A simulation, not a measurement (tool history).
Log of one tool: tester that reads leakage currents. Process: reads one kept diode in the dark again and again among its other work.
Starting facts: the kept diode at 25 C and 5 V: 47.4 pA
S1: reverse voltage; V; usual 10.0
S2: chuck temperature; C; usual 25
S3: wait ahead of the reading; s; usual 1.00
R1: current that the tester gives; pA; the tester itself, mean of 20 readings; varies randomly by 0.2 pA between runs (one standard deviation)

| run | day | S1 | S2 | S3 | R1 |
|---|---|---|---|---|---|
| 1 | 0.000 | 10.0 | 25 | 1.00 | 90.37 |
| 2 | 6.792 | 10.0 | 25 | 1.00 | 86.62 |
| 3 | 17.675 | 10.0 | 25 | 1.00 | 87.69 |
| 4 | 23.383 | 10.0 | 25 | 1.00 | 88.56 |
| 5 | 31.204 | 1.8 | 25 | 1.00 | 37.10 |
| 6 | 38.092 | 1.8 | 25 | 1.00 | 37.50 |
| 7 | 44.471 | 10.0 | 33 | 1.00 | 162.10 |
| 8 | 54.279 | 10.0 | 21 | 1.00 | 71.34 |
| 9 | 61.708 | 10.0 | 21 | 1.00 | 72.30 |
| 10 | 70.342 | 10.0 | 21 | 1.00 | 72.84 |
| 11 | 80.692 | 10.3 | 25 | 1.00 | 108.59 |
| 12 | 85.833 | 1.5 | 25 | 0.82 | 37.53 |
| 13 | 92.671 | 1.5 | 25 | 0.82 | 37.55 |
| 14 | 102.608 | 1.5 | 25 | 0.82 | 37.79 |
| 15 | 109.746 | 12.7 | 21 | 0.82 | 105.84 |
| 16 | 119.875 | 12.7 | 21 | 0.82 | 106.81 |
| 17 | 127.012 | 3.1 | 46 | 3.33 | 280.80 |
| 18 | 137.104 | 11.2 | 33 | 1.00 | 151.97 |

Missing from the log above: 3 entries noted between runs. For each, name the pair of listed runs it sits between and say how the tool's hidden condition differs from the listed run just before to the listed run just after:
From run 1 to run 2: chuck's temperature calibrated (day 1.462)
  stray current of the dirty probe card, pA a volt: 2.033 -> 2.098; current scale over the true one, %: -0.01 -> -0.04; true chuck temperature over the reading, C: 0.75 -> 0
  the result without the hidden state subtracted from the measured one, R1: +24.82 -> +20.83 pA
From run 10 to run 11: probe card cleaned and baked (day 75.821)
  stray current of the dirty probe card, pA a volt: 2.695 -> 3.879; current scale over the true one, %: -0.39 -> -0.44; true chuck temperature over the reading, C: 0.33 -> 0.38
  the result without the hidden state subtracted from the measured one, R1: +27.79 -> +41.83 pA
From run 16 to run 17: probe card cleaned and baked, once more (day 122.983)
  stray current of the dirty probe card, pA a volt: 4.247 -> 0.064; current scale over the true one, %: -0.65 -> -0.69; true chuck temperature over the reading, C: 0.58 -> 0.62
  the result without the hidden state subtracted from the measured one, R1: +55.60 -> +12.61 pA
